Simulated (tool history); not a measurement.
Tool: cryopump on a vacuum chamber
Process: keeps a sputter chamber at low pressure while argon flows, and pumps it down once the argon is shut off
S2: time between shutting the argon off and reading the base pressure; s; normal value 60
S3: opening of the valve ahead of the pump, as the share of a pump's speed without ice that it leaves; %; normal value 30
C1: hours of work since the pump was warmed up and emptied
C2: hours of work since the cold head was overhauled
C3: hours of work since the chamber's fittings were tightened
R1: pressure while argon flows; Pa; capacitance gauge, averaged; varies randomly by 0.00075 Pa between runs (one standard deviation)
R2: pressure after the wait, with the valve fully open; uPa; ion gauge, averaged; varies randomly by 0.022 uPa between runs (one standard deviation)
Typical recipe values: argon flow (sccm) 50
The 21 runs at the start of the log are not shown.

{"run": 22, "hour": 2059.8, "argon flow (sccm)": 22, "S2": 30, "S3": 38, "C1": 97, "C2": 5120, "C3": 218, "R1": 0.0501, "R2": 1.28}
{"run": 23, "hour": 2183.6, "argon flow (sccm)": 50, "S2": 28, "S3": 30, "C1": 192, "C2": 5216, "C3": 313, "R1": 0.1453, "R2": 1.54}
{"run": 24, "hour": 2298.3, "argon flow (sccm)": 50, "S2": 154, "S3": 59, "C1": 281, "C2": 5304, "C3": 402, "R1": 0.0793, "R2": 0.68}
{"hour": 2380.1, "done": "pump warmed up, emptied and cooled again"}
{"run": 25, "hour": 2387.5, "argon flow (sccm)": 65, "S2": 154, "S3": 23, "C1": 6, "C2": 5369, "C3": 467, "R1": 0.2406, "R2": 0.66}
{"run": 26, "hour": 2507.6, "argon flow (sccm)": 65, "S2": 30, "S3": 53, "C1": 98, "C2": 5462, "C3": 560, "R1": 0.1071, "R2": 1.53}
{"run": 27, "hour": 2586.4, "argon flow (sccm)": 53, "S2": 30, "S3": 15, "C1": 159, "C2": 5523, "C3": 620, "R1": 0.3041, "R2": 1.6}
{"run": 28, "hour": 2704.9, "argon flow (sccm)": 53, "S2": 30, "S3": 15, "C1": 251, "C2": 5614, "C3": 712, "R1": 0.306, "R2": 1.67}
{"run": 29, "hour": 2777.9, "argon flow (sccm)": 25, "S2": 30, "S3": 57, "C1": 307, "C2": 5671, "C3": 768, "R1": 0.0416, "R2": 1.74}
{"hour": 2829.9, "done": "pump warmed up, emptied and cooled again"}
{"run": 30, "hour": 2867.5, "argon flow (sccm)": 39, "S2": 60, "S3": 19, "C1": 29, "C2": 5736, "C3": 833, "R1": 0.1756, "R2": 1.17}
{"run": 31, "hour": 2961.8, "argon flow (sccm)": 39, "S2": 60, "S3": 19, "C1": 102, "C2": 5809, "C3": 906, "R1": 0.1752, "R2": 1.29}
{"run": 32, "hour": 3032.4, "argon flow (sccm)": 22, "S2": 48, "S3": 23, "C1": 156, "C2": 5863, "C3": 961, "R1": 0.0825, "R2": 1.4}
{"run": 33, "hour": 3086.5, "argon flow (sccm)": 22, "S2": 48, "S3": 23, "C1": 198, "C2": 5905, "C3": 1002, "R1": 0.0838, "R2": 1.45}
{"run": 34, "hour": 3174.4, "argon flow (sccm)": 49, "S2": 60, "S3": 48, "C1": 266, "C2": 5973, "C3": 1070, "R1": 0.0927, "R2": 1.42}

Alternative continuations, all from the tool just after run 34; predict every row:
{"run": "A", "hour": 3247.7, "argon flow (sccm)": 51, "S2": 49, "S3": 39, "C1": 322, "C2": 6029, "C3": 1127, "R1": "?", "R2": "?"}
{"run": "B", "hour": 3247.7, "argon flow (sccm)": 42, "S2": 99, "S3": 52, "C1": 322, "C2": 6029, "C3": 1127, "R1": "?", "R2": "?"}
{"run": "C", "hour": 3247.7, "argon flow (sccm)": 23, "S2": 60, "S3": 26, "C1": 322, "C2": 6029, "C3": 1127, "R1": "?", "R2": "?"}

run=A R1=0.1193 R2=1.57
run=B R1=0.0755 R2=1.29
run=C R1=0.0787 R2=1.49
The same runs, with their run-to-run variation unchanged, on a tool lacking any hidden condition would have given:
run=A R1=0.1111 R2=0.75
run=B R1=0.0688 R2=0.45
run=C R1=0.0750 R2=0.65
